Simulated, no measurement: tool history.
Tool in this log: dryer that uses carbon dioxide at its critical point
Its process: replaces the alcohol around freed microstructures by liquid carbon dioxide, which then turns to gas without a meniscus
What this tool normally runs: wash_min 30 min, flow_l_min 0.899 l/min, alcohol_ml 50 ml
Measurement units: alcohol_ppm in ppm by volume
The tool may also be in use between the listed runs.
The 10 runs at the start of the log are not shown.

run	hour	wash_min	flow_l_min	alcohol_ml	hours of work since the filter was changed	hours of work since the purifier's bed was changed	alcohol_ppm
11	168.6	21	0.899	50	36	659	293
12	189.9	30	0.899	119	51	674	140
13	203.0	30	0.899	119	60	683	155
14	213.3	30	0.899	119	67	690	151
15	225.4	30	0.899	119	76	698	157
16	239.4	30	0.899	119	85	708	156
17	259.0	30	0.751	50	99	722	174
18	268.8	34	0.771	60	106	728	114
19	281.5	33	0.952	50	114	737	66
20	300.7	33	0.952	50	128	750	58
21	314.9	30	0.892	50	138	760	102
22	332.2	30	0.892	50	150	772	90
23	349.5	29	0.682	35	162	784	221
24	365.8	29	0.682	35	173	796	206
25	384.0	29	0.682	35	186	808	223
26	399.5	38	0.694	50	196	819	118
27	420.3	38	0.694	50	211	833	117
28	438.6	30	0.903	30	223	846	81
29	450.5	37	0.899	40	232	854	58
30	467.5	18	1.343	56	243	866	165

Predict the results of run 31:
31	483.9	25	0.711	22	255	878	?

Logged for run 31: alcohol_ppm 231 ppm by volume.
If the tool had no hidden condition, the same run with the same run-to-run variation would have returned alcohol_ppm 137 ppm by volume.

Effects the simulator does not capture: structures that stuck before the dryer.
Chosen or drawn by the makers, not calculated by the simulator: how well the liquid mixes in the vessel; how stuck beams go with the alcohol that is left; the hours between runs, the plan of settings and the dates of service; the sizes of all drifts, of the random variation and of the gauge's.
